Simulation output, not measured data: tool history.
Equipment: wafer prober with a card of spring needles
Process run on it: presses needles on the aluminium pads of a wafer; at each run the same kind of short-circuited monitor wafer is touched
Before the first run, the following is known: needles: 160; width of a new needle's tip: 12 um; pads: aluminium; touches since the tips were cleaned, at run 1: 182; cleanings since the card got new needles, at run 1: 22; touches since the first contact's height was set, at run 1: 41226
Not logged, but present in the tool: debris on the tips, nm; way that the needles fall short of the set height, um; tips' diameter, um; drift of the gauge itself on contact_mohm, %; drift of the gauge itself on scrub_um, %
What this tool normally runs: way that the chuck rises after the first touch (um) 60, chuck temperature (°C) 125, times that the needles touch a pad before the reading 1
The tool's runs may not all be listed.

run,day,way that the chuck rises after the first touch (um),chuck temperature (°C),times that the needles touch a pad before the reading,touches since the tips were cleaned,cleanings since the card got new needles,touches since the first contact's height was set,resistance of one needle with its contact and lead (mohm),way that a needle slides on the pad (um)
1,0,60,125,1,182,22,41226,162,8.55
# day 0.329: tips cleaned on abrasive film
2,0.6,60,94,1,1215,23,43880,170,8.22
# day 0.717: tips cleaned on abrasive film
3,0.946,60,94,1,1007,24,45385,170,8.24
# day 1.108: tips cleaned on abrasive film
4,1.342,60,94,2,1026,25,47121,165,8.39
# day 1.483: tips cleaned on abrasive film
# day 1.879: tips cleaned on abrasive film
5,1.9,60,125,1,101,27,49575,163,8.21
# day 2.242: tips cleaned on abrasive film
6,2.504,60,63,1,1152,28,52225,165,8.14
# day 2.654: tips cleaned on abrasive film
# day 3.033: tips cleaned on abrasive film
7,3.033,60,63,1,0,30,54548,150,8.32
# day 3.392: tips cleaned on abrasive film
8,3.588,54,125,1,867,31,56980,181,7.37
# day 3.775: tips cleaned on abrasive film
9,4.025,60,125,1,1109,32,58913,174,8.35
# day 4.142: tips cleaned on abrasive film
# day 4.512: tips cleaned on abrasive film
10,4.546,63,125,1,146,34,61188,162,8.73
11,4.821,63,125,1,1374,34,62416,172,8.54
# day 4.917: tips cleaned on abrasive film
12,5.121,63,42,1,910,35,63722,158,8.7
# day 5.288: tips cleaned on abrasive film
# day 5.658: tips cleaned on abrasive film
13,5.692,49,40,1,148,37,66228,154,6.44
# day 6.067: tips cleaned on abrasive film
14,6.225,54,40,1,713,38,68574,160,7.37
# day 6.425: tips cleaned on abrasive film
# day 6.792: tips cleaned on abrasive film
15,6.829,49,35,2,182,40,71223,150,6.51
# day 7.175: tips cleaned on abrasive film
16,7.175,49,35,2,0,41,72731,151,6.66
# day 7.542: tips cleaned on abrasive film
17,7.8,60,28,2,1142,42,75488,156,7.96
# day 7.954: tips cleaned on abrasive film
# day 8.312: tips cleaned on abrasive film
18,8.342,60,28,2,136,44,77856,150,8.22

Here are 4 independent what-if runs from the current tool condition. What would each one return?
# day 8.704: tips cleaned on abrasive film
A,8.858,74,96,2,680,45,80128,?,?
# day 8.704: tips cleaned on abrasive film
B,8.858,60,125,3,680,45,80128,?,?
# day 8.704: tips cleaned on abrasive film
C,8.858,60,72,1,680,45,80128,?,?
# day 8.704: tips cleaned on abrasive film
D,8.858,60,79,2,680,45,80128,?,?

run,resistance of one needle with its contact and lead (mohm),way that a needle slides on the pad (um)
A,158,10.22
B,162,7.93
C,164,8.19
D,161,7.96
Stripped of hidden state, with their random variation kept, the same runs would have yielded:
run,resistance of one needle with its contact and lead (mohm),way that a needle slides on the pad (um)
A,151,10.9
B,155,8.61
C,149,8.87
D,152,8.64

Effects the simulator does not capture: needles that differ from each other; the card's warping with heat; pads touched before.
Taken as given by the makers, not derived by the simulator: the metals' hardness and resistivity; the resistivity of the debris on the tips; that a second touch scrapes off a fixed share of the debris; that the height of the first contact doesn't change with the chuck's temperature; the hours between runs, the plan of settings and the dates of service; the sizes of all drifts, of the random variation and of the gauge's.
